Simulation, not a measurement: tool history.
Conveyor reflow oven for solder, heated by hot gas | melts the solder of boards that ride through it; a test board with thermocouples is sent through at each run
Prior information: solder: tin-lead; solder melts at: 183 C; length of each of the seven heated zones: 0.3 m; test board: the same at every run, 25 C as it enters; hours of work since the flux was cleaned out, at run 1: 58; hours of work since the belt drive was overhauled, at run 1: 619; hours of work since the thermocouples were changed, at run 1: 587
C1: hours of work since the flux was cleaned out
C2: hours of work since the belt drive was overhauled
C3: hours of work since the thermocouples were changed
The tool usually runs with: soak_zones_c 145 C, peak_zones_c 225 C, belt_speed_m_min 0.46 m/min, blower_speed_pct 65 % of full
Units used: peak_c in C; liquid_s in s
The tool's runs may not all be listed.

Run 1, hour 0: usual settings; C1 58; C2 619; C3 587. Result: peak_c 212.8 C, liquid_s 58.8 s.
Run 2, hour 27: usual settings but peak_zones_c 220 C; C1 73; C2 634; C3 602. Result: peak_c 208.6 C, liquid_s 54.9 s.
Run 3, hour 66.5: usual settings; C1 95; C2 656; C3 624. Result: peak_c 212.8 C, liquid_s 58.4 s.
Run 4, hour 95.2: usual settings but peak_zones_c 228 C; C1 111; C2 672; C3 640. Result: peak_c 215.5 C, liquid_s 60.7 s.
Run 5, hour 125.7: usual settings but peak_zones_c 228 C; C1 128; C2 689; C3 657. Result: peak_c 215.7 C, liquid_s 60.5 s.
Run 6, hour 160.8: usual settings but peak_zones_c 228 C; C1 147; C2 708; C3 676. Result: peak_c 215.2 C, liquid_s 60.8 s.
Run 7, hour 197.5: usual settings but peak_zones_c 228 C; C1 168; C2 729; C3 697. Result: peak_c 215.5 C, liquid_s 60.8 s.
Run 8, hour 218.1: usual settings but blower_speed_pct 78 % of full; C1 179; C2 740; C3 708. Result: peak_c 214.9 C, liquid_s 60.3 s.
Run 9, hour 247.3: usual settings; C1 195; C2 756; C3 724. Result: peak_c 212.5 C, liquid_s 57.8 s.
Run 10, hour 288.4: usual settings; C1 218; C2 779; C3 747. Result: peak_c 212.6 C, liquid_s 58.2 s.
Run 11, hour 308.2: usual settings; C1 229; C2 790; C3 758. Result: peak_c 212.7 C, liquid_s 58.5 s.
Run 12, hour 337.4: usual settings; C1 245; C2 806; C3 774. Result: peak_c 212.5 C, liquid_s 58.4 s.
Run 13, hour 356.2: usual settings; C1 256; C2 817; C3 785. Result: peak_c 212.7 C, liquid_s 58.3 s.
Run 14, hour 384.7: usual settings but soak_zones_c 149 C, peak_zones_c 219 C, belt_speed_m_min 0.514 m/min, blower_speed_pct 81 % of full; C1 271; C2 832; C3 801. Result: peak_c 207.8 C, liquid_s 49.5 s.
Run 15, hour 427.5: usual settings but soak_zones_c 149 C, peak_zones_c 219 C, belt_speed_m_min 0.514 m/min, blower_speed_pct 81 % of full; C1 295; C2 856; C3 824. Result: peak_c 207.5 C, liquid_s 49.3 s.

The next listed run, before its measurement:
Run 16, hour 446.4: usual settings but soak_zones_c 149 C, peak_zones_c 219 C, belt_speed_m_min 0.514 m/min, blower_speed_pct 81 % of full; C1 306; C2 867; C3 835. Result: peak_c ?, liquid_s ?.

Run 16 produced peak_c 207.6 C, liquid_s 49.3 s.
Without the tool's hidden state the same run would have given peak_c 207.8 C, liquid_s 49.8 s.

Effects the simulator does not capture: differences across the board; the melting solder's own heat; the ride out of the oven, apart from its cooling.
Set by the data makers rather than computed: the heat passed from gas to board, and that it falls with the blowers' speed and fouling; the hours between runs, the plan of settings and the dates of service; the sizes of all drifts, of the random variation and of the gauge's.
